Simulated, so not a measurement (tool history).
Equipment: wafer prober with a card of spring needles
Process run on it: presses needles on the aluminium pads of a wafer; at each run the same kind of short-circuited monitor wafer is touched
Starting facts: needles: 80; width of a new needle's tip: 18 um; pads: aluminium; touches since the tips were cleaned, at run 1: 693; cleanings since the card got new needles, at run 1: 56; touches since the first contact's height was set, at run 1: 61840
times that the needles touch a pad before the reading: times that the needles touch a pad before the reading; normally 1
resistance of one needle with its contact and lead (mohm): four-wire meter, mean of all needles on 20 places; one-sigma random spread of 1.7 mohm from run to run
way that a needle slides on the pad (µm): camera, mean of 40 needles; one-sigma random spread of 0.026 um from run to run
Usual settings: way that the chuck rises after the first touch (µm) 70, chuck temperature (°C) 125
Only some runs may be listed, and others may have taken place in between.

run,day,way that the chuck rises after the first touch (µm),chuck temperature (°C),times that the needles touch a pad before the reading,touches since the tips were cleaned,cleanings since the card got new needles,touches since the first contact's height was set,resistance of one needle with its contact and lead (mohm),way that a needle slides on the pad (µm)
1,0.000,70,125,1,693,56,61840,258,18.98
# day 1.346: tips cleaned on abrasive film
2,1.833,70,73,1,1811,57,68608,242,18.97
# day 3.092: tips cleaned on abrasive film
3,4.412,68,73,1,4886,58,78127,243,18.49
# day 4.646: tips cleaned on abrasive film
# day 6.167: tips cleaned on abrasive film
4,6.167,68,73,1,0,60,84599,246,18.53
5,7.433,70,87,1,4683,60,89282,251,19.05
# day 7.788: tips cleaned on abrasive film
# day 9.375: tips cleaned on abrasive film
6,9.625,70,87,1,939,62,97363,248,19.14
# day 11.067: tips cleaned on abrasive film
7,11.258,70,87,1,713,63,103389,250,19.09
# day 12.688: tips cleaned on abrasive film
8,14.062,70,38,1,5079,64,113741,238,19.09
# day 14.204: tips cleaned on abrasive film
# day 15.900: tips cleaned on abrasive film
9,16.238,70,34,1,1239,66,121752,235,19.18
# day 17.458: tips cleaned on abrasive film
10,17.475,70,34,1,67,67,126321,235,19.15
# day 18.988: tips cleaned on abrasive film
11,19.371,70,34,1,1414,68,133312,236,19.15
# day 20.496: tips cleaned on abrasive film
# day 21.888: height of the first contact set anew
# day 22.042: tips cleaned on abrasive film
12,22.042,70,125,1,0,70,553,256,19.20
# day 23.621: tips cleaned on abrasive film
13,23.621,70,125,1,0,71,6373,258,19.15
# day 25.262: tips cleaned on abrasive film
14,25.812,70,125,1,2037,72,14478,257,19.23
# day 26.842: tips cleaned on abrasive film
15,27.225,70,125,1,1420,73,19683,259,19.22
# day 28.471: tips cleaned on abrasive film
16,29.162,70,125,1,2556,74,26839,257,19.23
# day 30.062: tips cleaned on abrasive film
17,30.471,70,35,1,1510,75,31661,237,19.24
# day 31.600: tips cleaned on abrasive film
18,32.379,80,63,1,2886,76,38710,243,22.05
# day 33.154: tips cleaned on abrasive film
19,33.692,78,125,1,1993,77,43546,258,21.47
# day 34.700: tips cleaned on abrasive film
20,35.162,53,41,2,1710,78,48968,240,14.57
# day 36.238: tips cleaned on abrasive film
21,36.946,53,41,2,2625,79,55552,242,14.59
# day 37.783: tips cleaned on abrasive film
22,39.088,53,41,2,4830,80,63460,243,14.65
# day 39.471: tips cleaned on abrasive film
# day 41.129: tips cleaned on abrasive film
23,41.567,67,41,2,1623,82,72607,236,18.53
# day 42.679: tips cleaned on abrasive film
24,43.821,67,41,2,4223,83,80929,236,18.54
# day 44.225: tips cleaned on abrasive film
# day 45.754: tips cleaned on abrasive film
25,45.754,67,41,2,0,85,88044,239,18.55
26,46.992,67,41,2,4580,85,92624,239,18.54
# day 47.450: tips cleaned on abrasive film
# day 49.021: tips cleaned on abrasive film
27,49.492,67,41,3,1743,87,101847,240,18.56
# day 50.633: tips cleaned on abrasive film
28,50.783,73,41,2,548,88,106605,236,20.29
# day 52.258: tips cleaned on abrasive film
29,53.504,73,61,2,4613,89,116665,243,20.25
# day 53.879: tips cleaned on abrasive film
# day 55.425: tips cleaned on abrasive film
30,56.258,65,32,2,3076,91,126813,235,18.04
# day 57.008: tips cleaned on abrasive film
31,57.683,70,93,1,2489,92,132072,256,19.49
# day 58.583: tips cleaned on abrasive film
32,59.408,70,79,1,3057,93,138446,250,19.44
# day 60.192: tips cleaned on abrasive film
# day 60.592: height of the first contact set anew
33,60.783,78,119,2,2136,94,710,254,21.72

Here are 3 independent what-if runs from the current tool condition. What would each one return?
# day 61.788: tips cleaned on abrasive film
A,62.704,74,119,2,3389,95,7801,?,?
# day 61.788: tips cleaned on abrasive film
B,62.704,65,125,1,3389,95,7801,?,?
# day 61.788: tips cleaned on abrasive film
C,62.704,56,64,3,3389,95,7801,?,?

run,resistance of one needle with its contact and lead (mohm),way that a needle slides on the pad (µm)
A,257,20.57
B,261,18.12
C,251,15.55
Had the tool no hidden state, the same runs would have come out as:
run,resistance of one needle with its contact and lead (mohm),way that a needle slides on the pad (µm)
A,257,20.03
B,261,17.65
C,251,15.15
